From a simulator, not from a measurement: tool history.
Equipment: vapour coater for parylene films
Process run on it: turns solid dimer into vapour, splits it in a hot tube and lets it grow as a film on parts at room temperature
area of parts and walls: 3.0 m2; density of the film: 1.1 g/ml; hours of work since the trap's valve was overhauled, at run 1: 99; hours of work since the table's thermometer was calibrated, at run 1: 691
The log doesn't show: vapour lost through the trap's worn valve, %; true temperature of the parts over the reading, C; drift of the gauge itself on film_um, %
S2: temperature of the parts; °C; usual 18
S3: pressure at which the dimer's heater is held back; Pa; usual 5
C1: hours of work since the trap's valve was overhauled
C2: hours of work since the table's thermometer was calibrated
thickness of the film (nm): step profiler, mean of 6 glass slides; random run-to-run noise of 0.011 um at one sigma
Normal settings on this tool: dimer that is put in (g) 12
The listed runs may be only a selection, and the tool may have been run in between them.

Run 1, hour 0: usual settings; C1 99; C2 691. Result: thickness of the film (nm) 2570.
Run 2, hour 16.9: usual settings but S2 21 °C; C1 110; C2 702. Result: thickness of the film (nm) 2420.
Run 3, hour 49.3: usual settings but dimer that is put in (g) 7; C1 131; C2 723. Result: thickness of the film (nm) 1500.
Run 4, hour 69.1: usual settings but dimer that is put in (g) 7; C1 144; C2 735. Result: thickness of the film (nm) 1490.
Run 5, hour 91.2: usual settings but S3 4.77 Pa; C1 158; C2 750. Result: thickness of the film (nm) 2580.
Run 6, hour 118.6: usual settings but S3 4.77 Pa; C1 176; C2 767. Result: thickness of the film (nm) 2580.
Run 7, hour 144.1: usual settings but S3 4.77 Pa; C1 192; C2 784. Result: thickness of the film (nm) 2590.
Run 8, hour 165.9: usual settings but S2 20 °C; C1 207; C2 798. Result: thickness of the film (nm) 2470.
Run 9, hour 194.1: usual settings but S3 3.89 Pa; C1 225; C2 816. Result: thickness of the film (nm) 2630.
Run 10, hour 221: usual settings but S3 3.89 Pa; C1 242; C2 834. Result: thickness of the film (nm) 2660.
Run 11, hour 246.9: usual settings but S3 3.89 Pa; C1 259; C2 851. Result: thickness of the film (nm) 2640.
Run 12, hour 263.8: usual settings but S3 3.89 Pa; C1 270; C2 861. Result: thickness of the film (nm) 2640.
Run 13, hour 294.5: usual settings but S3 3.89 Pa; C1 290; C2 881. Result: thickness of the film (nm) 2640.
Run 14, hour 331.8: usual settings but S3 3.89 Pa; C1 314; C2 906. Result: thickness of the film (nm) 2650.
Run 15, hour 363.9: usual settings but dimer that is put in (g) 7, S2 20 °C, S3 7.58 Pa; C1 335; C2 926. Result: thickness of the film (nm) 1380.
Run 16, hour 399.9: usual settings but dimer that is put in (g) 8, S2 20 °C, S3 2.2 Pa; C1 358; C2 950. Result: thickness of the film (nm) 1830.
Run 17, hour 425.8: usual settings but dimer that is put in (g) 6; C1 375; C2 966. Result: thickness of the film (nm) 1270.
Run 18, hour 462.4: usual settings but S2 14 °C; C1 399; C2 990. Result: thickness of the film (nm) 2790.
Run 19, hour 479.1: usual settings but dimer that is put in (g) 21, S2 25 °C, S3 5.72 Pa; C1 409; C2 1001. Result: thickness of the film (nm) 3830.
Run 20, hour 502.1: usual settings but dimer that is put in (g) 21, S2 25 °C, S3 5.72 Pa; C1 424; C2 1016. Result: thickness of the film (nm) 3850.
Run 21, hour 541.1: usual settings but dimer that is put in (g) 21, S2 25 °C, S3 5.72 Pa; C1 450; C2 1041. Result: thickness of the film (nm) 3820.
At hour 554.7: trap's valve overhauled.
Run 22, hour 573.1: usual settings but dimer that is put in (g) 15, S2 21 °C, S3 5.7 Pa; C1 12; C2 1059. Result: thickness of the film (nm) 2970.

The next listed run, before its measurement:
Run 23, hour 597.6: usual settings but dimer that is put in (g) 15, S2 29 °C, S3 5.28 Pa; C1 28; C2 1075. Result: thickness of the film (nm) ?.

For run 23 the tool returned thickness of the film (nm) 2560.
Were there no unlogged condition in the tool, this run, its random variation unchanged, would have produced thickness of the film (nm) 2560.
